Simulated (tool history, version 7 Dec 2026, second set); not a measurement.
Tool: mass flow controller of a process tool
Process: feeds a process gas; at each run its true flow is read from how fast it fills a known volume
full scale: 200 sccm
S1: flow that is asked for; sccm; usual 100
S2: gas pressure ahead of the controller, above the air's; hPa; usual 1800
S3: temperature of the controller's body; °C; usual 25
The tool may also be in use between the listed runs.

Run 1, hour 0.0: usual settings. Result: true flow (%) 99.65.
Run 2, hour 191.9: usual settings. Result: true flow (%) 99.76.
Run 3, hour 388.6: usual settings. Result: true flow (%) 99.77.
Run 4, hour 580.7: usual settings. Result: true flow (%) 99.93.
Run 5, hour 759.2: usual settings. Result: true flow (%) 99.95.
Run 6, hour 960.3: usual settings. Result: true flow (%) 99.91.
Run 7, hour 1092.3: usual settings. Result: true flow (%) 99.95.
Run 8, hour 1248.2: usual settings but S2 2050 hPa. Result: true flow (%) 99.86.
Run 9, hour 1415.7: usual settings but S2 2050 hPa. Result: true flow (%) 100.00.
Run 10, hour 1592.0: usual settings but S2 2050 hPa. Result: true flow (%) 100.07.
Run 11, hour 1723.1: usual settings but S2 1570 hPa. Result: true flow (%) 100.49.
Run 12, hour 1880.9: usual settings but S3 24 °C. Result: true flow (%) 100.30.
Run 13, hour 1987.4: usual settings but S1 71 sccm, S2 1410 hPa, S3 31 °C. Result: true flow (%) 100.23.
Run 14, hour 2182.4: usual settings but S1 71 sccm, S2 1410 hPa, S3 23 °C. Result: true flow (%) 100.83.
Run 15, hour 2294.3: usual settings but S1 71 sccm, S2 1410 hPa, S3 23 °C. Result: true flow (%) 100.86.
Run 16, hour 2480.7: usual settings but S1 84 sccm, S3 30 °C. Result: true flow (%) 100.23.
Run 17, hour 2648.9: usual settings but S1 84 sccm, S3 30 °C. Result: true flow (%) 100.36.

Run 18 comes next. What will it give?
Run 18, hour 2855.6: usual settings but S1 67 sccm, S2 2720 hPa, S3 26 °C. Result: true flow (%) ?.

{"run 18": {"true flow (%)": 100.23}}
Without the tool's hidden state the same run would have given true flow (%) 98.96.
